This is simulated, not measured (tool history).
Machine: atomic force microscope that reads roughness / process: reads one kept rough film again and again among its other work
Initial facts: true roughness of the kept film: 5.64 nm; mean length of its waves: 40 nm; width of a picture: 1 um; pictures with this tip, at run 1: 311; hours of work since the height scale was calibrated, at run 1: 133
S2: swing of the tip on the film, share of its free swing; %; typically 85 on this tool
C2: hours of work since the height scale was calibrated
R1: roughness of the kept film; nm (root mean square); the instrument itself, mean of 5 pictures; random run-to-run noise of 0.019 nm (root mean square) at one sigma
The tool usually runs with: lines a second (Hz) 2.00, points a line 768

{"run": 1, "day": 0.0, "lines a second (Hz)": 2.0, "S2": 85, "points a line": 768, "pictures with this tip": 311, "C2": 133, "R1": 4.029}
{"day": 0.621, "done": "new tip fitted"}
{"run": 2, "day": 2.067, "lines a second (Hz)": 2.0, "S2": 85, "points a line": 768, "pictures with this tip": 41, "C2": 158, "R1": 4.422}
{"run": 3, "day": 4.058, "lines a second (Hz)": 2.0, "S2": 85, "points a line": 768, "pictures with this tip": 98, "C2": 183, "R1": 4.319}
{"run": 4, "day": 6.333, "lines a second (Hz)": 2.0, "S2": 85, "points a line": 768, "pictures with this tip": 163, "C2": 210, "R1": 4.217}
{"run": 5, "day": 8.671, "lines a second (Hz)": 2.0, "S2": 85, "points a line": 768, "pictures with this tip": 229, "C2": 239, "R1": 4.107}
{"run": 6, "day": 11.542, "lines a second (Hz)": 2.0, "S2": 61, "points a line": 768, "pictures with this tip": 311, "C2": 274, "R1": 4.369}
{"day": 12.258, "done": "new tip fitted"}
{"run": 7, "day": 13.054, "lines a second (Hz)": 2.0, "S2": 74, "points a line": 768, "pictures with this tip": 23, "C2": 292, "R1": 4.736}
{"run": 8, "day": 15.429, "lines a second (Hz)": 3.79, "S2": 85, "points a line": 768, "pictures with this tip": 90, "C2": 321, "R1": 3.866}
{"run": 9, "day": 18.508, "lines a second (Hz)": 3.17, "S2": 85, "points a line": 768, "pictures with this tip": 178, "C2": 359, "R1": 3.855}
{"run": 10, "day": 20.708, "lines a second (Hz)": 2.0, "S2": 85, "points a line": 768, "pictures with this tip": 241, "C2": 386, "R1": 4.06}
{"run": 11, "day": 22.867, "lines a second (Hz)": 2.0, "S2": 85, "points a line": 768, "pictures with this tip": 302, "C2": 412, "R1": 3.961}
{"day": 23.804, "done": "new tip fitted"}
{"run": 12, "day": 25.225, "lines a second (Hz)": 2.0, "S2": 85, "points a line": 878, "pictures with this tip": 40, "C2": 441, "R1": 4.447}
{"run": 13, "day": 27.629, "lines a second (Hz)": 2.0, "S2": 85, "points a line": 878, "pictures with this tip": 109, "C2": 470, "R1": 4.273}
{"run": 14, "day": 29.546, "lines a second (Hz)": 2.0, "S2": 85, "points a line": 768, "pictures with this tip": 163, "C2": 493, "R1": 4.202}
{"run": 15, "day": 31.117, "lines a second (Hz)": 2.0, "S2": 85, "points a line": 768, "pictures with this tip": 208, "C2": 513, "R1": 4.139}
{"run": 16, "day": 33.783, "lines a second (Hz)": 2.0, "S2": 85, "points a line": 768, "pictures with this tip": 284, "C2": 545, "R1": 4.001}
{"day": 35.371, "done": "new tip fitted"}
{"run": 17, "day": 35.479, "lines a second (Hz)": 2.0, "S2": 85, "points a line": 768, "pictures with this tip": 3, "C2": 566, "R1": 4.491}
{"run": 18, "day": 38.488, "lines a second (Hz)": 2.0, "S2": 85, "points a line": 768, "pictures with this tip": 89, "C2": 602, "R1": 4.369}
{"run": 19, "day": 41.471, "lines a second (Hz)": 2.0, "S2": 89, "points a line": 768, "pictures with this tip": 174, "C2": 639, "R1": 4.079}
{"run": 20, "day": 44.367, "lines a second (Hz)": 2.0, "S2": 85, "points a line": 768, "pictures with this tip": 257, "C2": 674, "R1": 4.074}
{"run": 21, "day": 46.467, "lines a second (Hz)": 2.0, "S2": 85, "points a line": 768, "pictures with this tip": 316, "C2": 700, "R1": 3.967}
{"day": 46.962, "done": "new tip fitted"}
{"run": 22, "day": 48.004, "lines a second (Hz)": 2.0, "S2": 85, "points a line": 768, "pictures with this tip": 30, "C2": 718, "R1": 4.428}
{"run": 23, "day": 50.767, "lines a second (Hz)": 2.0, "S2": 79, "points a line": 768, "pictures with this tip": 108, "C2": 752, "R1": 4.434}
{"run": 24, "day": 53.279, "lines a second (Hz)": 2.0, "S2": 79, "points a line": 768, "pictures with this tip": 180, "C2": 783, "R1": 4.306}
{"run": 25, "day": 55.308, "lines a second (Hz)": 3.21, "S2": 79, "points a line": 768, "pictures with this tip": 238, "C2": 807, "R1": 3.939}
{"day": 58.367, "done": "new tip fitted"}
{"run": 26, "day": 58.504, "lines a second (Hz)": 2.0, "S2": 85, "points a line": 768, "pictures with this tip": 4, "C2": 846, "R1": 4.511}
{"run": 27, "day": 61.346, "lines a second (Hz)": 2.0, "S2": 90, "points a line": 781, "pictures with this tip": 85, "C2": 881, "R1": 4.186}
{"run": 28, "day": 64.558, "lines a second (Hz)": 2.0, "S2": 90, "points a line": 781, "pictures with this tip": 176, "C2": 920, "R1": 4.008}
{"run": 29, "day": 66.029, "lines a second (Hz)": 1.23, "S2": 86, "points a line": 322, "pictures with this tip": 218, "C2": 938, "R1": 4.306}
{"run": 30, "day": 69.188, "lines a second (Hz)": 1.36, "S2": 88, "points a line": 325, "pictures with this tip": 308, "C2": 977, "R1": 4.041}
{"day": 69.904, "done": "new tip fitted"}
{"run": 31, "day": 71.579, "lines a second (Hz)": 2.61, "S2": 85, "points a line": 361, "pictures with this tip": 48, "C2": 1006, "R1": 4.17}
{"run": 32, "day": 73.217, "lines a second (Hz)": 2.61, "S2": 85, "points a line": 361, "pictures with this tip": 95, "C2": 1026, "R1": 4.104}
{"run": 33, "day": 75.192, "lines a second (Hz)": 1.04, "S2": 63, "points a line": 768, "pictures with this tip": 151, "C2": 1050, "R1": 4.721}
{"day": 75.5, "done": "height scale calibrated on a step standard"}
{"run": 34, "day": 77.875, "lines a second (Hz)": 1.04, "S2": 63, "points a line": 768, "pictures with this tip": 226, "C2": 29, "R1": 4.536}
{"run": 35, "day": 80.612, "lines a second (Hz)": 1.04, "S2": 63, "points a line": 768, "pictures with this tip": 304, "C2": 62, "R1": 4.403}
{"day": 81.475, "done": "new tip fitted"}
{"run": 36, "day": 83.642, "lines a second (Hz)": 1.04, "S2": 63, "points a line": 768, "pictures with this tip": 62, "C2": 99, "R1": 4.904}
{"run": 37, "day": 85.912, "lines a second (Hz)": 2.54, "S2": 87, "points a line": 260, "pictures with this tip": 127, "C2": 127, "R1": 3.944}
{"run": 38, "day": 87.258, "lines a second (Hz)": 2.54, "S2": 87, "points a line": 260, "pictures with this tip": 165, "C2": 143, "R1": 3.887}
{"run": 39, "day": 89.454, "lines a second (Hz)": 2.51, "S2": 88, "points a line": 411, "pictures with this tip": 228, "C2": 170, "R1": 3.782}
{"day": 90.933, "done": "height scale calibrated on a step standard, once more"}
{"run": 40, "day": 92.017, "lines a second (Hz)": 1.37, "S2": 85, "points a line": 455, "pictures with this tip": 300, "C2": 13, "R1": 4.16}
{"day": 92.946, "done": "new tip fitted"}
{"run": 41, "day": 94.675, "lines a second (Hz)": 2.0, "S2": 57, "points a line": 291, "pictures with this tip": 49, "C2": 45, "R1": 4.914}
{"run": 42, "day": 96.342, "lines a second (Hz)": 2.0, "S2": 57, "points a line": 291, "pictures with this tip": 97, "C2": 66, "R1": 4.789}
{"run": 43, "day": 98.721, "lines a second (Hz)": 2.0, "S2": 57, "points a line": 291, "pictures with this tip": 164, "C2": 95, "R1": 4.659}
{"run": 44, "day": 101.471, "lines a second (Hz)": 2.0, "S2": 57, "points a line": 291, "pictures with this tip": 243, "C2": 128, "R1": 4.504}
{"run": 45, "day": 104.321, "lines a second (Hz)": 0.98, "S2": 65, "points a line": 280, "pictures with this tip": 324, "C2": 163, "R1": 4.418}
{"day": 104.492, "done": "new tip fitted"}
{"run": 46, "day": 105.883, "lines a second (Hz)": 2.0, "S2": 64, "points a line": 768, "pictures with this tip": 39, "C2": 182, "R1": 4.894}
{"run": 47, "day": 108.317, "lines a second (Hz)": 2.0, "S2": 64, "points a line": 768, "pictures with this tip": 109, "C2": 212, "R1": 4.788}
{"run": 48, "day": 110.933, "lines a second (Hz)": 0.64, "S2": 85, "points a line": 768, "pictures with this tip": 183, "C2": 244, "R1": 4.608}
{"run": 49, "day": 112.912, "lines a second (Hz)": 0.64, "S2": 85, "points a line": 768, "pictures with this tip": 240, "C2": 268, "R1": 4.477}
{"run": 50, "day": 114.362, "lines a second (Hz)": 0.64, "S2": 85, "points a line": 768, "pictures with this tip": 281, "C2": 286, "R1": 4.43}
{"day": 115.938, "done": "new tip fitted"}
{"run": 51, "day": 115.938, "lines a second (Hz)": 1.29, "S2": 83, "points a line": 456, "pictures with this tip": 0, "C2": 305, "R1": 4.789}
{"run": 52, "day": 117.254, "lines a second (Hz)": 0.63, "S2": 85, "points a line": 768, "pictures with this tip": 38, "C2": 321, "R1": 4.912}

For some of the steps in R1 from one run to the next: how much would appear even if the tool had no hidden state, given the settings, what came in and random variation, and how much remains for the hidden state plus any gauge scatter that the measured result and the result without hidden state don't share?
The hidden state here: radius of the tip, nm; height scale over the true one, %; drift of the gauge itself on roughness_nm, %.
Run 6 -> 7: S2 61 -> 74, new tip fitted. R1 +0.367 nm (root mean square): hidden state +0.564, all else -0.197.
Run 7 -> 8: lines a second (Hz) 2.00 -> 3.79, S2 74 -> 85. R1 -0.870 nm (root mean square): hidden state -0.106, all else -0.764.
Run 36 -> 37: lines a second (Hz) 1.04 -> 2.54, S2 63 -> 87, points a line 768 -> 260. R1 -0.960 nm (root mean square): hidden state -0.069, all else -0.891.
Run 40 -> 41: lines a second (Hz) 1.37 -> 2.00, S2 85 -> 57, points a line 455 -> 291, new tip fitted. R1 +0.754 nm (root mean square): hidden state +0.424, all else +0.330.
Run 45 -> 46: lines a second (Hz) 0.98 -> 2.00, S2 65 -> 64, points a line 280 -> 768, new tip fitted. R1 +0.476 nm (root mean square): hidden state +0.568, all else -0.092.
Run 50 -> 51: lines a second (Hz) 0.64 -> 1.29, S2 85 -> 83, points a line 768 -> 456, new tip fitted. R1 +0.359 nm (root mean square): hidden state +0.562, all else -0.203.
